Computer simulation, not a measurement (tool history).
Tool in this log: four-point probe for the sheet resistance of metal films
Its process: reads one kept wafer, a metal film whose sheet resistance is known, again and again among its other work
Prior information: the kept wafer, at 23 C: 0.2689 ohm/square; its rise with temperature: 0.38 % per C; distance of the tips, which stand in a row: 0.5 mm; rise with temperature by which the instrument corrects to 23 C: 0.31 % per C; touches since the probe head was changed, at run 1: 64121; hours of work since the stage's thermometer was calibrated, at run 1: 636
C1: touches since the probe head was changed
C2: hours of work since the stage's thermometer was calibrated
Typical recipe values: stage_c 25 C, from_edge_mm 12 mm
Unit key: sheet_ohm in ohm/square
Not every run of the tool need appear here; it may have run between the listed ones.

{"run": 1, "hour": 0.0, "stage_c": 25, "from_edge_mm": 12, "C1": 64121, "C2": 636, "sheet_ohm": 0.267353}
{"run": 2, "hour": 13.1, "stage_c": 25, "from_edge_mm": 12, "C1": 64660, "C2": 643, "sheet_ohm": 0.267267}
{"run": 3, "hour": 31.4, "stage_c": 25, "from_edge_mm": 12, "C1": 65415, "C2": 654, "sheet_ohm": 0.267236}
{"run": 4, "hour": 59.0, "stage_c": 25, "from_edge_mm": 12, "C1": 66553, "C2": 669, "sheet_ohm": 0.267297}
{"run": 5, "hour": 80.5, "stage_c": 25, "from_edge_mm": 12, "C1": 67441, "C2": 682, "sheet_ohm": 0.267159}
{"run": 6, "hour": 97.3, "stage_c": 25, "from_edge_mm": 12, "C1": 68133, "C2": 691, "sheet_ohm": 0.267173}
{"run": 7, "hour": 123.1, "stage_c": 25, "from_edge_mm": 12, "C1": 69194, "C2": 706, "sheet_ohm": 0.267193}
{"run": 8, "hour": 151.5, "stage_c": 25, "from_edge_mm": 12, "C1": 70365, "C2": 722, "sheet_ohm": 0.267079}
{"run": 9, "hour": 181.2, "stage_c": 24, "from_edge_mm": 4, "C1": 71588, "C2": 739, "sheet_ohm": 0.268886}
{"run": 10, "hour": 204.7, "stage_c": 24, "from_edge_mm": 4, "C1": 72559, "C2": 752, "sheet_ohm": 0.268952}
{"run": 11, "hour": 233.4, "stage_c": 35, "from_edge_mm": 15, "C1": 73741, "C2": 769, "sheet_ohm": 0.268717}

Here are 4 independent what-if runs from the current tool condition. What would each one return?
{"run": "A", "hour": 247.6, "stage_c": 35, "from_edge_mm": 12, "C1": 74326, "C2": 777, "sheet_ohm": "?"}
{"run": "B", "hour": 247.6, "stage_c": 22, "from_edge_mm": 4, "C1": 74326, "C2": 777, "sheet_ohm": "?"}
{"run": "C", "hour": 247.6, "stage_c": 35, "from_edge_mm": 48, "C1": 74326, "C2": 777, "sheet_ohm": "?"}
{"run": "D", "hour": 247.6, "stage_c": 18, "from_edge_mm": 30, "C1": 74326, "C2": 777, "sheet_ohm": "?"}

run=A sheet_ohm=0.268781
run=B sheet_ohm=0.268493
run=C sheet_ohm=0.268511
run=D sheet_ohm=0.265569
Take away the tool's hidden state, keep each run's random variation, and the runs would have read:
run=A sheet_ohm=0.271303
run=B sheet_ohm=0.271013
run=C sheet_ohm=0.271032
run=D sheet_ohm=0.268064
